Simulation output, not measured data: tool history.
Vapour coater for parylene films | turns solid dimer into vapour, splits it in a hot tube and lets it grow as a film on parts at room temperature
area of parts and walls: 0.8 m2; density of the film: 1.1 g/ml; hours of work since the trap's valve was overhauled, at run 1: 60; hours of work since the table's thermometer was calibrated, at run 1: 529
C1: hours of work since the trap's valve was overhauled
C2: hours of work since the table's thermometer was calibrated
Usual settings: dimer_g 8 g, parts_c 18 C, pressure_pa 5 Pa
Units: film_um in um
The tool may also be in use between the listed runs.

Run 1, hour 0: usual settings; C1 60; C2 529. Result: film_um 5.35 um.
Run 2, hour 13.7: usual settings; C1 72; C2 541. Result: film_um 5.35 um.
Run 3, hour 25.7: usual settings; C1 82; C2 551. Result: film_um 5.27 um.
Run 4, hour 39.3: usual settings; C1 94; C2 563. Result: film_um 5.27 um.
Run 5, hour 56.2: usual settings; C1 109; C2 578. Result: film_um 5.24 um.
Run 6, hour 69.1: usual settings but parts_c 22 C; C1 120; C2 589. Result: film_um 4.39 um.
Run 7, hour 77.9: usual settings but parts_c 13 C; C1 127; C2 597. Result: film_um 6.54 um.
Run 8, hour 86.5: usual settings but parts_c 13 C; C1 135; C2 604. Result: film_um 6.35 um.
Run 9, hour 93.9: usual settings but parts_c 13 C; C1 141; C2 611. Result: film_um 6.51 um.
Run 10, hour 103.4: usual settings but pressure_pa 8.49 Pa; C1 150; C2 619. Result: film_um 4.74 um.
Run 11, hour 116.4: usual settings but pressure_pa 8.49 Pa; C1 161; C2 630. Result: film_um 4.65 um.
Run 12, hour 124.3: usual settings; C1 168; C2 637. Result: film_um 5.2 um.
Run 13, hour 133.3: usual settings but dimer_g 9 g, parts_c 10 C, pressure_pa 10.41 Pa; C1 176; C2 645. Result: film_um 7.33 um.
Run 14, hour 146.1: usual settings but dimer_g 4 g, parts_c 19 C, pressure_pa 10.41 Pa; C1 187; C2 656. Result: film_um 2.2 um.
Run 15, hour 162.6: usual settings but dimer_g 4 g, parts_c 19 C, pressure_pa 10.41 Pa; C1 201; C2 670. Result: film_um 2.16 um.
Run 16, hour 175.7: usual settings but dimer_g 4 g, parts_c 19 C, pressure_pa 10.41 Pa; C1 212; C2 682. Result: film_um 2.18 um.
At hour 177.8: table's thermometer calibrated.
Run 17, hour 186.8: usual settings but dimer_g 4 g, parts_c 19 C, pressure_pa 10.41 Pa; C1 221; C2 8. Result: film_um 2.15 um.
Run 18, hour 199.6: usual settings but dimer_g 4 g, parts_c 19 C, pressure_pa 10.41 Pa; C1 232; C2 19. Result: film_um 2.2 um.
At hour 205.5: table's thermometer calibrated, once more.
Run 19, hour 214.4: usual settings but dimer_g 7 g, pressure_pa 10 Pa; C1 244; C2 8. Result: film_um 3.98 um.
Run 20, hour 228.9: usual settings but dimer_g 10 g, parts_c 25 C, pressure_pa 3.08 Pa; C1 257; C2 20. Result: film_um 5.16 um.
Run 21, hour 242.4: usual settings but dimer_g 10 g, parts_c 25 C, pressure_pa 3.08 Pa; C1 269; C2 32. Result: film_um 5.04 um.
Run 22, hour 250.2: usual settings but dimer_g 10 g, parts_c 25 C, pressure_pa 3.08 Pa; C1 275; C2 39. Result: film_um 5.09 um.
Run 23, hour 264.5: usual settings but dimer_g 10 g, parts_c 25 C, pressure_pa 3.08 Pa; C1 288; C2 51. Result: film_um 5.07 um.

4 ways to go on from here, each from the tool as it stands after run 23. What would each give?
Run A, hour 280.4: usual settings but dimer_g 10 g, pressure_pa 11.9 Pa; C1 302; C2 65. Result: film_um ?.
Run B, hour 280.4: usual settings but pressure_pa 8.96 Pa; C1 302; C2 65. Result: film_um ?.
Run C, hour 280.4: usual settings but dimer_g 10 g, parts_c 14 C, pressure_pa 4.21 Pa; C1 302; C2 65. Result: film_um ?.
Run D, hour 280.4: usual settings but dimer_g 10 g, parts_c 23 C, pressure_pa 3.08 Pa; C1 302; C2 65. Result: film_um ?.

run  film_um
  A     5.49
  B     4.62
  C     7.75
  D     5.51
Without the tool's hidden state the same runs would have given:
run  film_um
  A     5.97
  B     5.02
  C     8.42
  D     5.99
